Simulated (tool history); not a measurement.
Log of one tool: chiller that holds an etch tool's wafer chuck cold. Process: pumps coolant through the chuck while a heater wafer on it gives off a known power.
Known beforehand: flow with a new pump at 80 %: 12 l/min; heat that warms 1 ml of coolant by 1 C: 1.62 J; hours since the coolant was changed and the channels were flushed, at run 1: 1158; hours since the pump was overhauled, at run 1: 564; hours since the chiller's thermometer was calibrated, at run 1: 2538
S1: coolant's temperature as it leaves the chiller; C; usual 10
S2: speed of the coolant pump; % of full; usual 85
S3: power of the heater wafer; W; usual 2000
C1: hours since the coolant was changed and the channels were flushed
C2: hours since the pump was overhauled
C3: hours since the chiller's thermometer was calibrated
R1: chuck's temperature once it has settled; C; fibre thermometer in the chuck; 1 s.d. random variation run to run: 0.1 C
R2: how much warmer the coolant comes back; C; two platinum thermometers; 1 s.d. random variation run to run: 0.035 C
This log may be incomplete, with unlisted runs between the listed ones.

run	hour	S1	S2	S3	C1	C2	C3	R1	R2
1	0.0	10	85	2000	1158	564	2538	27.6	6.04
2	129.5	10	92	2000	1287	693	2667	26.9	5.50
3	215.9	10	92	2000	1373	780	2754	26.9	5.51
4	389.0	10	85	2000	1547	953	2927	28.5	6.13
5	553.0	10	85	2000	1711	1117	3091	28.8	6.11
6	699.9	10	85	2000	1857	1264	3238	28.9	6.16
7	810.8	10	85	2000	1968	1375	3349	29.2	6.21
8	994.7	10	85	2000	2152	1559	3533	29.7	6.26
9	1146.3	10	85	2000	2304	1710	3684	30.0	6.26
10	1245.4	10	85	2000	2403	1809	3783	30.3	6.36
11	1378.3	10	85	2000	2536	1942	3916	30.6	6.36
12	1490.6	10	96	1093	2648	2054	4028	20.8	3.04
13	1615.4	1	71	1213	2773	2179	4153	16.4	4.82
14	1699.7	10	85	1474	2857	2264	4238	26.1	4.78
15	1779.1	10	85	1474	2937	2343	4317	26.2	4.86
16	1963.0	10	85	1474	3121	2527	4501	26.6	4.86
# hour 2071.4: coolant changed, channels flushed
17	2148.3	20	76	1857	77	2706	4680	39.3	6.99
18	2240.3	3	99	1910	169	2798	4772	18.8	5.38
19	2365.5	3	99	1910	294	2923	4897	19.0	5.48
20	2517.6	19	69	1095	446	3075	5049	32.5	4.69
# hour 2643.0: chiller's thermometer calibrated
21	2669.7	10	85	2000	597	3227	27	28.3	6.86
22	2814.7	10	85	2000	742	3372	172	29.0	6.98

Below are 4 alternative next runs, each starting from the tool's condition after run 22. Predict each:
A	2941.1	12	96	2000	869	3498	298	?	?
B	2941.1	10	68	2253	869	3498	298	?	?
C	2941.1	10	72	1142	869	3498	298	?	?
D	2941.1	18	67	1495	869	3498	298	?	?

run	R1	R2
A	29.1	6.13
B	36.5	10.02
C	22.7	4.81
D	35.8	6.78
Had the tool no hidden state, the same runs would have come out as:
run	R1	R2
A	26.0	5.11
B	31.6	8.33
C	20.3	4.00
D	32.5	5.65
